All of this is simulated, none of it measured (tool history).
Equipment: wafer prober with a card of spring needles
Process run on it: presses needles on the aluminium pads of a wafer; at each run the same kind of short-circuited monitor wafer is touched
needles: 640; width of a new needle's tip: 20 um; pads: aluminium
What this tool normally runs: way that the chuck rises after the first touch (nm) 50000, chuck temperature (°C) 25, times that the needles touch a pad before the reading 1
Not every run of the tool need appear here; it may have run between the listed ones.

run    hour  way that the chuck rises after the first touch (nm)  chuck temperature (°C)  times that the needles touch a pad before the reading  resistance of one needle with its contact and lead (mohm)  way that a needle slides on the pad (nm)
  1     0.0                                                50000                      25                                                      1                                                        458                                     10740
        2.9  -- tips cleaned on abrasive film
       26.4  -- tips cleaned on abrasive film
       47.8  -- tips cleaned on abrasive film
  2    56.6                                                50000                      25                                                      1                                                        325                                     10720
       69.2  -- tips cleaned on abrasive film
       93.2  -- tips cleaned on abrasive film
  3   112.7                                                50000                      25                                                      1                                                        443                                     10700
      117.9  -- tips cleaned on abrasive film
      143.3  -- tips cleaned on abrasive film
  4   162.6                                                33000                      25                                                      1                                                        831                                      7000
      167.5  -- tips cleaned on abrasive film
      191.3  -- tips cleaned on abrasive film
      212.7  -- tips cleaned on abrasive film
  5   212.7                                                52000                      25                                                      1                                                        169                                     11040
      236.5  -- tips cleaned on abrasive film
      261.5  -- tips cleaned on abrasive film
  6   264.0                                                70000                      25                                                      1                                                        170                                     14920
      283.0  -- tips cleaned on abrasive film
  7   294.9                                                50000                      25                                                      1                                                        378                                     10610
      306.3  -- tips cleaned on abrasive film
      327.7  -- tips cleaned on abrasive film
  8   345.2                                                41000                      25                                                      1                                                        567                                      8650
      348.9  -- tips cleaned on abrasive film
      373.5  -- tips cleaned on abrasive film
  9   376.8                                                41000                      25                                                      1                                                        314                                      8640
      394.8  -- tips cleaned on abrasive film
      419.4  -- tips cleaned on abrasive film
 10   424.8                                                41000                      25                                                      1                                                        343                                      8630
      444.3  -- tips cleaned on abrasive film
 11   464.1                                                41000                      56                                                      1                                                        616                                      8570
      469.4  -- tips cleaned on abrasive film
      493.6  -- tips cleaned on abrasive film
 12   493.6                                                41000                      56                                                      1                                                        196                                      8540
      515.3  -- tips cleaned on abrasive film
      540.1  -- tips cleaned on abrasive film
 13   545.0                                                50000                      25                                                      1                                                        274                                     10510
      563.6  -- tips cleaned on abrasive film
      581.7  -- height of the first contact set anew
 14   581.7                                                50000                      25                                                      1                                                        447                                     10740
      586.7  -- tips cleaned on abrasive film
      610.4  -- tips cleaned on abrasive film
 15   624.2                                                50000                      25                                                      1                                                        403                                     10760
      633.5  -- tips cleaned on abrasive film
      655.4  -- tips cleaned on abrasive film
 16   662.5                                                50000                      25                                                      3                                                        196                                     10700
      676.7  -- tips cleaned on abrasive film
      699.3  -- tips cleaned on abrasive film
 17   708.1                                                37000                      38                                                      2                                                        362                                      7910
      721.3  -- tips cleaned on abrasive film
 18   734.2                                                50000                     103                                                      1                                                        374                                     10690
      744.3  -- tips cleaned on abrasive film
      766.2  -- tips cleaned on abrasive film
 19   775.7                                                50000                      39                                                      2                                                        255                                     10670
      789.5  -- tips cleaned on abrasive film
      810.7  -- tips cleaned on abrasive film
 20   819.2                                                50000                      39                                                      2                                                        256                                     10640
      834.2  -- tips cleaned on abrasive film
      856.5  -- tips cleaned on abrasive film
 21   856.5                                                47000                      49                                                      1                                                        184                                      9980
      877.9  -- tips cleaned on abrasive film
      899.5  -- tips cleaned on abrasive film
 22   913.9                                                47000                      49                                                      1                                                        473                                      9920
      921.4  -- tips cleaned on abrasive film
      945.2  -- tips cleaned on abrasive film
 23   945.9                                                47000                      49                                                      1                                                        188                                      9920
      966.7  -- tips cleaned on abrasive film
 24   974.0                                                31000                      57                                                      2                                                        460                                      6500
      988.5  -- tips cleaned on abrasive film
     1014.2  -- tips cleaned on abrasive film
 25  1029.3                                                31000                     101                                                      2                                                        552                                      6450
     1035.6  -- tips cleaned on abrasive film
     1058.0  -- tips cleaned on abrasive film
 26  1069.6                                                31000                      66                                                      1                                                        742                                      6450
     1082.9  -- tips cleaned on abrasive film
     1104.3  -- tips cleaned on abrasive film
 27  1115.6                                                50000                      46                                                      1                                                        385                                     10500
     1125.5  -- tips cleaned on abrasive film
     1149.0  -- tips cleaned on abrasive film
 28  1157.4                                                41000                      57                                                      2                                                        319                                      8530
     1170.1  -- tips cleaned on abrasive film
     1195.4  -- tips cleaned on abrasive film
 29  1195.9                                                41000                      57                                                      1                                                        218                                      8540

Below, each run's measurement less what the same run would have read without the hidden state. Both values contain the same run-to-run variation, but the gauge's scatter may not be the same in both:
Hidden state present: debris on the tips, nm; way that the needles fall short of the set height, um; tips' diameter, um; drift of the gauge itself on contact_mohm, %; drift of the gauge itself on scrub_um, %.
run  resistance of one needle with its contact and lead (mohm)  way that a needle slides on the pad (nm)
  1                                                       +326                                       -30
  2                                                       +193                                       -60
  3                                                       +313                                       -70
  4                                                       +690                                      -100
  5                                                        +38                                      -130
  6                                                        +46                                      -150
  7                                                       +245                                      -160
  8                                                       +432                                      -190
  9                                                       +177                                      -200
 10                                                       +205                                      -230
 11                                                       +474                                      -240
 12                                                        +52                                      -260
 13                                                       +143                                      -280
 14                                                       +315                                        +0
 15                                                       +271                                       -20
 16                                                        +66                                       -50
 17                                                       +218                                       -70
 18                                                       +229                                       -80
 19                                                       +121                                       -90
 20                                                       +122                                      -120
 21                                                        +45                                      -150
 22                                                       +335                                      -170
 23                                                        +49                                      -190
 24                                                       +306                                      -190
 25                                                       +389                                      -220
 26                                                       +587                                      -230
 27                                                       +251                                      -260
 28                                                       +175                                      -280
 29                                                        +73                                      -300

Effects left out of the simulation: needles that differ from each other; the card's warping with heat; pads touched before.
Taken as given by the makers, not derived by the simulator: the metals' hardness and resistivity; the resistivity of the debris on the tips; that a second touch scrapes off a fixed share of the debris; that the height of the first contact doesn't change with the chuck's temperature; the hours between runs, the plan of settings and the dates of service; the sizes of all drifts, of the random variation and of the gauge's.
